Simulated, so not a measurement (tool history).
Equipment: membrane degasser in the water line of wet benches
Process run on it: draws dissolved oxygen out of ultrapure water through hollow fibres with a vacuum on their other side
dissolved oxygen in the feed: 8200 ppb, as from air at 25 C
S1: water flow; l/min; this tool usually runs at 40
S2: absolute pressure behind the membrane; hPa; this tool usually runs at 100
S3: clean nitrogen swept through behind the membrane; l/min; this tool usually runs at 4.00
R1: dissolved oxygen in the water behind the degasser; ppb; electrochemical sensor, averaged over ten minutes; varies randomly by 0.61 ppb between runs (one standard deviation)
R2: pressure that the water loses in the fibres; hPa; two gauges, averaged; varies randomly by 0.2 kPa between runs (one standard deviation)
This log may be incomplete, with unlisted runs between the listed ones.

{"run": 1, "hour": 0.0, "S1": 40, "S2": 100, "S3": 4.0, "R1": 159.9, "R2": 460.3}
{"run": 2, "hour": 120.9, "S1": 40, "S2": 100, "S3": 4.0, "R1": 160.0, "R2": 461.3}
{"run": 3, "hour": 229.5, "S1": 40, "S2": 100, "S3": 4.0, "R1": 159.9, "R2": 458.8}
{"run": 4, "hour": 298.9, "S1": 40, "S2": 100, "S3": 4.0, "R1": 159.8, "R2": 456.9}
{"run": 5, "hour": 419.3, "S1": 40, "S2": 100, "S3": 4.0, "R1": 160.4, "R2": 456.9}
{"run": 6, "hour": 520.2, "S1": 33, "S2": 100, "S3": 4.0, "R1": 132.4, "R2": 374.0}
{"run": 7, "hour": 610.5, "S1": 33, "S2": 100, "S3": 4.0, "R1": 132.4, "R2": 379.2}
{"run": 8, "hour": 712.9, "S1": 33, "S2": 100, "S3": 4.0, "R1": 133.4, "R2": 377.0}
{"hour": 774.1, "done": "seals of the vacuum lines changed"}
{"run": 9, "hour": 818.8, "S1": 40, "S2": 100, "S3": 4.0, "R1": 160.4, "R2": 457.6}
{"hour": 841.5, "done": "vacuum gauge calibrated"}
{"run": 10, "hour": 933.5, "S1": 40, "S2": 100, "S3": 4.0, "R1": 159.4, "R2": 455.0}
{"run": 11, "hour": 1015.7, "S1": 40, "S2": 100, "S3": 4.0, "R1": 159.7, "R2": 455.0}
{"run": 12, "hour": 1140.9, "S1": 40, "S2": 100, "S3": 4.0, "R1": 159.6, "R2": 449.4}
{"run": 13, "hour": 1270.2, "S1": 40, "S2": 141, "S3": 4.0, "R1": 251.4, "R2": 453.4}
{"run": 14, "hour": 1404.6, "S1": 25, "S2": 141, "S3": 8.4, "R1": 79.3, "R2": 283.8}
{"run": 15, "hour": 1501.3, "S1": 53, "S2": 100, "S3": 4.0, "R1": 214.4, "R2": 597.1}
{"run": 16, "hour": 1663.6, "S1": 53, "S2": 100, "S3": 4.0, "R1": 214.1, "R2": 599.2}
{"run": 17, "hour": 1800.9, "S1": 35, "S2": 96, "S3": 7.04, "R1": 78.1, "R2": 396.5}
{"run": 18, "hour": 1910.2, "S1": 33, "S2": 100, "S3": 2.13, "R1": 235.0, "R2": 373.9}
{"run": 19, "hour": 2006.1, "S1": 49, "S2": 100, "S3": 9.12, "R1": 94.9, "R2": 551.4}
{"run": 20, "hour": 2091.1, "S1": 49, "S2": 102, "S3": 2.51, "R1": 303.2, "R2": 551.1}
{"run": 21, "hour": 2228.6, "S1": 49, "S2": 102, "S3": 2.51, "R1": 303.7, "R2": 549.4}

Forecast run 22:
{"hour": 2316.2, "done": "gauge calibrated"}
{"run": 22, "hour": 2366.2, "S1": 63, "S2": 69, "S3": 2.51, "R1": "?", "R2": "?"}

{"run 22": {"R1": 222.1, "R2": 725.0}}
With no hidden state in the tool, this same run would have given R1 221.5 ppb, R2 723.7 hPa.

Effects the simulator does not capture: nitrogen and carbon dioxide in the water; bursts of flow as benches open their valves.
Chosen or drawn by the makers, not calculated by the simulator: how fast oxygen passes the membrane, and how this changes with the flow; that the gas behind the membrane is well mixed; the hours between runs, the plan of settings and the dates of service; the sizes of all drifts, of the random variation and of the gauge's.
